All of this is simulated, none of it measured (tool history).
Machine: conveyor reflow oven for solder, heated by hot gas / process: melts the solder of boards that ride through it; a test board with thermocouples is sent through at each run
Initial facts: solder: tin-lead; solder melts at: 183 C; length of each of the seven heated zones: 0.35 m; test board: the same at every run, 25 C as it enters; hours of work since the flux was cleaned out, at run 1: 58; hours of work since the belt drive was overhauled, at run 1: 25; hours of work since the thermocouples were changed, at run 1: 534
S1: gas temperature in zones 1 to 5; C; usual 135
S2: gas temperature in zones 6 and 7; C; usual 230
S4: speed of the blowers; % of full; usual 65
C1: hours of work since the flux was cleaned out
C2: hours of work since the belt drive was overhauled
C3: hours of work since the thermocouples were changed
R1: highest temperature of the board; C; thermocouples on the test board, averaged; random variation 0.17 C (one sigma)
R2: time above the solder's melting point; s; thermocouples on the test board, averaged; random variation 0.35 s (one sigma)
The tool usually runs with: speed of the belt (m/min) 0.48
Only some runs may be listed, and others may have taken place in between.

{"run": 1, "hour": 0.0, "S1": 135, "S2": 230, "speed of the belt (m/min)": 0.48, "S4": 65, "C1": 58, "C2": 25, "C3": 534, "R1": 211.3, "R2": 57.5}
{"run": 2, "hour": 14.3, "S1": 135, "S2": 230, "speed of the belt (m/min)": 0.48, "S4": 65, "C1": 69, "C2": 36, "C3": 546, "R1": 211.4, "R2": 57.6}
{"run": 3, "hour": 29.3, "S1": 135, "S2": 230, "speed of the belt (m/min)": 0.48, "S4": 65, "C1": 81, "C2": 48, "C3": 558, "R1": 211.3, "R2": 56.9}
{"run": 4, "hour": 42.4, "S1": 135, "S2": 230, "speed of the belt (m/min)": 0.48, "S4": 65, "C1": 92, "C2": 58, "C3": 568, "R1": 211.1, "R2": 56.7}
{"run": 5, "hour": 61.8, "S1": 124, "S2": 230, "speed of the belt (m/min)": 0.48, "S4": 65, "C1": 107, "C2": 74, "C3": 583, "R1": 208.7, "R2": 50.5}
{"run": 6, "hour": 82.6, "S1": 124, "S2": 230, "speed of the belt (m/min)": 0.48, "S4": 65, "C1": 123, "C2": 90, "C3": 600, "R1": 208.7, "R2": 49.9}
{"run": 7, "hour": 106.4, "S1": 124, "S2": 230, "speed of the belt (m/min)": 0.48, "S4": 65, "C1": 142, "C2": 109, "C3": 619, "R1": 208.1, "R2": 49.9}
{"run": 8, "hour": 125.6, "S1": 124, "S2": 230, "speed of the belt (m/min)": 0.48, "S4": 65, "C1": 158, "C2": 124, "C3": 634, "R1": 208.3, "R2": 50.4}
{"hour": 132.9, "done": "flux residue cleaned out of gas plates and filters"}
{"run": 9, "hour": 151.8, "S1": 128, "S2": 230, "speed of the belt (m/min)": 0.48, "S4": 65, "C1": 15, "C2": 141, "C3": 651, "R1": 207.6, "R2": 50.5}
{"run": 10, "hour": 175.3, "S1": 135, "S2": 230, "speed of the belt (m/min)": 0.381, "S4": 65, "C1": 34, "C2": 160, "C3": 669, "R1": 217.7, "R2": 81.9}
{"run": 11, "hour": 192.0, "S1": 135, "S2": 230, "speed of the belt (m/min)": 0.48, "S4": 65, "C1": 47, "C2": 173, "C3": 683, "R1": 209.5, "R2": 55}
{"hour": 206.1, "done": "flux residue cleaned out of gas plates and filters, once more"}
{"run": 12, "hour": 211.4, "S1": 135, "S2": 230, "speed of the belt (m/min)": 0.48, "S4": 65, "C1": 4, "C2": 184, "C3": 694, "R1": 212.2, "R2": 59}
{"run": 13, "hour": 228.1, "S1": 135, "S2": 230, "speed of the belt (m/min)": 0.48, "S4": 65, "C1": 17, "C2": 198, "C3": 707, "R1": 212.2, "R2": 58.9}
{"run": 14, "hour": 246.8, "S1": 135, "S2": 230, "speed of the belt (m/min)": 0.48, "S4": 65, "C1": 32, "C2": 212, "C3": 722, "R1": 211.8, "R2": 58.3}
{"run": 15, "hour": 264.2, "S1": 135, "S2": 230, "speed of the belt (m/min)": 0.48, "S4": 65, "C1": 46, "C2": 226, "C3": 736, "R1": 212.1, "R2": 59.1}
{"run": 16, "hour": 284.1, "S1": 122, "S2": 235, "speed of the belt (m/min)": 0.417, "S4": 79, "C1": 62, "C2": 242, "C3": 752, "R1": 221.3, "R2": 74}
{"run": 17, "hour": 307.1, "S1": 122, "S2": 235, "speed of the belt (m/min)": 0.417, "S4": 79, "C1": 80, "C2": 260, "C3": 770, "R1": 221.5, "R2": 74.4}
{"run": 18, "hour": 323.0, "S1": 121, "S2": 231, "speed of the belt (m/min)": 0.478, "S4": 57, "C1": 93, "C2": 273, "C3": 783, "R1": 207.8, "R2": 49}
{"run": 19, "hour": 340.9, "S1": 135, "S2": 219, "speed of the belt (m/min)": 0.48, "S4": 65, "C1": 107, "C2": 287, "C3": 797, "R1": 202.6, "R2": 47.1}
{"hour": 351.0, "done": "thermocouples of zones 6 and 7 changed"}
{"run": 20, "hour": 366.2, "S1": 135, "S2": 234, "speed of the belt (m/min)": 0.48, "S4": 65, "C1": 125, "C2": 306, "C3": 12, "R1": 212.6, "R2": 58.7}
{"run": 21, "hour": 389.7, "S1": 135, "S2": 234, "speed of the belt (m/min)": 0.48, "S4": 65, "C1": 144, "C2": 324, "C3": 31, "R1": 212, "R2": 58.7}
{"run": 22, "hour": 408.6, "S1": 135, "S2": 230, "speed of the belt (m/min)": 0.48, "S4": 65, "C1": 159, "C2": 339, "C3": 46, "R1": 208.9, "R2": 54.2}
{"run": 23, "hour": 425.6, "S1": 135, "S2": 229, "speed of the belt (m/min)": 0.512, "S4": 56, "C1": 173, "C2": 353, "C3": 59, "R1": 203.7, "R2": 44.5}
{"run": 24, "hour": 446.7, "S1": 135, "S2": 229, "speed of the belt (m/min)": 0.512, "S4": 56, "C1": 189, "C2": 370, "C3": 76, "R1": 203.4, "R2": 43.4}
{"run": 25, "hour": 468.0, "S1": 135, "S2": 229, "speed of the belt (m/min)": 0.512, "S4": 56, "C1": 206, "C2": 386, "C3": 93, "R1": 203.5, "R2": 44}
{"run": 26, "hour": 488.9, "S1": 127, "S2": 222, "speed of the belt (m/min)": 0.48, "S4": 65, "C1": 223, "C2": 403, "C3": 109, "R1": 200.1, "R2": 40.3}
{"run": 27, "hour": 501.4, "S1": 127, "S2": 222, "speed of the belt (m/min)": 0.48, "S4": 65, "C1": 233, "C2": 413, "C3": 119, "R1": 200.1, "R2": 39.6}

Below are 4 alternative next runs, each starting from the tool's condition after run 27. Predict each:
{"run": "A", "hour": 517.6, "S1": 140, "S2": 220, "speed of the belt (m/min)": 0.431, "S4": 65, "C1": 246, "C2": 426, "C3": 132, "R1": "?", "R2": "?"}
{"run": "B", "hour": 517.6, "S1": 144, "S2": 230, "speed of the belt (m/min)": 0.48, "S4": 65, "C1": 246, "C2": 426, "C3": 132, "R1": "?", "R2": "?"}
{"run": "C", "hour": 517.6, "S1": 139, "S2": 230, "speed of the belt (m/min)": 0.422, "S4": 65, "C1": 246, "C2": 426, "C3": 132, "R1": "?", "R2": "?"}
{"run": "D", "hour": 517.6, "S1": 135, "S2": 228, "speed of the belt (m/min)": 0.48, "S4": 57, "C1": 246, "C2": 426, "C3": 132, "R1": "?", "R2": "?"}

run=A R1=204.8 R2=58.5
run=B R1=210.3 R2=60.9
run=C R1=213.6 R2=71.6
run=D R1=205.1 R2=50.3
What these runs would have given with no unlogged condition in the tool:
run=A R1=206 R2=60.3
run=B R1=211.8 R2=62.3
run=C R1=215 R2=72.7
run=D R1=206.6 R2=52.3
